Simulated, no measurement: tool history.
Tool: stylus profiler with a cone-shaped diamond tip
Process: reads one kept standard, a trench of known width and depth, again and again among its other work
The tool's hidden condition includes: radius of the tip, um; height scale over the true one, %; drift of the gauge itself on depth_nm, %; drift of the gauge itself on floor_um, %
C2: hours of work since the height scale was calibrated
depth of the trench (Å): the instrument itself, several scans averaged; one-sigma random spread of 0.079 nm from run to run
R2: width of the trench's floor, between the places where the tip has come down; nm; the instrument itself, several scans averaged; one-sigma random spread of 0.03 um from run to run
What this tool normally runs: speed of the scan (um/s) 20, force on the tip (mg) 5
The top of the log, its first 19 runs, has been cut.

Run 20, day 80.267: usual settings but speed of the scan (um/s) 75, force on the tip (mg) 3.88; scans with this tip 21492; C2 1497. Result: depth of the trench (Å) 2020.6, R2 27920 nm.
At day 84.204: height scale calibrated on a step standard.
Run 21, day 84.654: usual settings but speed of the scan (um/s) 75, force on the tip (mg) 3.88; scans with this tip 22556; C2 8. Result: depth of the trench (Å) 2019, R2 27940 nm.
Run 22, day 87.871: usual settings but speed of the scan (um/s) 75, force on the tip (mg) 3.88; scans with this tip 23341; C2 62. Result: depth of the trench (Å) 2017.4, R2 27920 nm.
Run 23, day 90.279: usual settings but speed of the scan (um/s) 11, force on the tip (mg) 1.88; scans with this tip 23929; C2 103. Result: depth of the trench (Å) 2010.8, R2 28190 nm.
Run 24, day 93.667: usual settings but speed of the scan (um/s) 22, force on the tip (mg) 1.88; scans with this tip 24755; C2 161. Result: depth of the trench (Å) 2012.6, R2 28080 nm.
Run 25, day 98.775: usual settings but speed of the scan (um/s) 22, force on the tip (mg) 1.88; scans with this tip 26000; C2 247. Result: depth of the trench (Å) 2010.7, R2 28170 nm.
Run 26, day 101.788: usual settings but force on the tip (mg) 3.59; scans with this tip 26735; C2 299. Result: depth of the trench (Å) 2017.6, R2 28130 nm.
Run 27, day 106.571: usual settings but speed of the scan (um/s) 44, force on the tip (mg) 10.99; scans with this tip 27901; C2 380. Result: depth of the trench (Å) 2037.9, R2 28110 nm.
Run 28, day 111.725: usual settings but speed of the scan (um/s) 41, force on the tip (mg) 13.38; scans with this tip 29158; C2 467. Result: depth of the trench (Å) 2043.1, R2 28160 nm.
Run 29, day 114.221: usual settings but speed of the scan (um/s) 6, force on the tip (mg) 1.87; scans with this tip 29767; C2 510. Result: depth of the trench (Å) 2011.6, R2 28210 nm.
Run 30, day 118.508: usual settings but speed of the scan (um/s) 34, force on the tip (mg) 10.41; scans with this tip 30812; C2 582. Result: depth of the trench (Å) 2036.7, R2 28190 nm.
Run 31, day 124.096: usual settings but speed of the scan (um/s) 33, force on the tip (mg) 9.79; scans with this tip 32175; C2 677. Result: depth of the trench (Å) 2035.7, R2 28170 nm.
Run 32, day 129.554: usual settings but speed of the scan (um/s) 6, force on the tip (mg) 14.94; scans with this tip 33506; C2 770. Result: depth of the trench (Å) 2047.8, R2 28190 nm.
Run 33, day 135.133: usual settings but speed of the scan (um/s) 16, force on the tip (mg) 13.52; scans with this tip 34866; C2 865. Result: depth of the trench (Å) 2044.7, R2 28190 nm.
Run 34, day 140.108: usual settings but speed of the scan (um/s) 49, force on the tip (mg) 12.67; scans with this tip 36080; C2 949. Result: depth of the trench (Å) 2042.5, R2 28120 nm.

What if the next run were any one of these 3? Each begins from the tool's condition after run 34:
Run A, day 145.292: usual settings but speed of the scan (um/s) 9, force on the tip (mg) 11.82; scans with this tip 37344; C2 1037. Result: depth of the trench (Å) ?, R2 ?.
Run B, day 145.292: usual settings but speed of the scan (um/s) 39, force on the tip (mg) 2.73; scans with this tip 37344; C2 1037. Result: depth of the trench (Å) ?, R2 ?.
Run C, day 145.292: usual settings but speed of the scan (um/s) 49, force on the tip (mg) 4.68; scans with this tip 37344; C2 1037. Result: depth of the trench (Å) ?, R2 ?.

run  depth of the trench (Å)     R2
  A                   2040.7  28260
  B                   2014.6  28090
  C                   2022.3  28070
Without the tool's hidden state the same runs would have given:
run  depth of the trench (Å)     R2
  A                   2040.6  28280
  B                   2014.5  28110
  C                   2022.2  28090

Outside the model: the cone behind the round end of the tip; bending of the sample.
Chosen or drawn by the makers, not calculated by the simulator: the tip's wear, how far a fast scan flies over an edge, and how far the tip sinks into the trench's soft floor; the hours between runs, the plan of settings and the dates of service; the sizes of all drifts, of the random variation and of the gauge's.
